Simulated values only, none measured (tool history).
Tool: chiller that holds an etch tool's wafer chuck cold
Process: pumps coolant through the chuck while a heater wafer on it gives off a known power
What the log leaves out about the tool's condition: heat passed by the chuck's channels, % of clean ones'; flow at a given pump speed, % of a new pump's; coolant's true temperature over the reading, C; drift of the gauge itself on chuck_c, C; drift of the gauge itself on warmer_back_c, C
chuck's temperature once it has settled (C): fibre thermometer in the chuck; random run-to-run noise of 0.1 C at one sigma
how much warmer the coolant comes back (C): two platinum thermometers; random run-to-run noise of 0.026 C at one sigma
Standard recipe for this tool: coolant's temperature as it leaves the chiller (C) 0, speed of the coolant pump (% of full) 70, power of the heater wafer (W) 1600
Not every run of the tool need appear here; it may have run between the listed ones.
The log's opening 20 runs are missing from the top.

| run | hour | coolant's temperature as it leaves the chiller (C) | speed of the coolant pump (% of full) | power of the heater wafer (W) | hours since the coolant was changed and the channels were flushed | hours since the pump was overhauled | hours since the chiller's thermometer was calibrated | chuck's temperature once it has settled (C) | how much warmer the coolant comes back (C) |
|---|---|---|---|---|---|---|---|---|---|
| 21 | 1797.9 | 0 | 70 | 1998 | 5568 | 5568 | 176 | 19.0 | 4.92 |
| 22 | 1899.0 | 0 | 70 | 1998 | 5669 | 5669 | 277 | 19.1 | 4.89 |
| 23 | 1965.3 | -7 | 70 | 2146 | 5735 | 5735 | 343 | 13.6 | 5.27 |
| 24 | 2078.6 | -5 | 89 | 907 | 5849 | 5849 | 456 | 2.1 | 1.74 |
| 25 | 2134.1 | -5 | 89 | 907 | 5904 | 5904 | 512 | 2.0 | 1.75 |
| 26 | 2238.2 | -7 | 79 | 907 | 6008 | 6008 | 616 | 1.0 | 2.01 |
| 27 | 2301.7 | 7 | 81 | 1572 | 6072 | 6072 | 679 | 20.4 | 3.32 |
| 28 | 2393.8 | 5 | 75 | 1587 | 6164 | 6164 | 772 | 19.5 | 3.61 |
| 29 | 2504.0 | 10 | 94 | 1424 | 6274 | 6274 | 882 | 20.9 | 2.63 |
| 30 | 2570.9 | -2 | 70 | 1960 | 6341 | 6341 | 949 | 16.9 | 4.75 |
| 31 | 2674.8 | 9 | 70 | 1214 | 6445 | 6445 | 1053 | 20.5 | 2.98 |
| 32 | 2724.1 | 9 | 70 | 1214 | 6494 | 6494 | 1102 | 20.7 | 2.94 |
| 33 | 2802.0 | -6 | 60 | 1297 | 6572 | 6572 | 1180 | 8.1 | 3.67 |

Alternative continuations, all from the tool just after run 33; predict every row:
| A | 2917.5 | 0 | 71 | 905 | 6688 | 6688 | 1295 | ? | ? |
| B | 2917.5 | -9 | 70 | 1399 | 6688 | 6688 | 1295 | ? | ? |
| C | 2917.5 | -4 | 96 | 1297 | 6688 | 6688 | 1295 | ? | ? |

| run | chuck's temperature once it has settled (C) | how much warmer the coolant comes back (C) |
|---|---|---|
| A | 8.6 | 2.19 |
| B | 4.5 | 3.38 |
| C | 5.7 | 2.30 |
Stripped of hidden state, with their random variation kept, the same runs would have yielded:
| run | chuck's temperature once it has settled (C) | how much warmer the coolant comes back (C) |
|---|---|---|
| A | 8.6 | 2.19 |
| B | 4.5 | 3.38 |
| C | 5.7 | 2.30 |
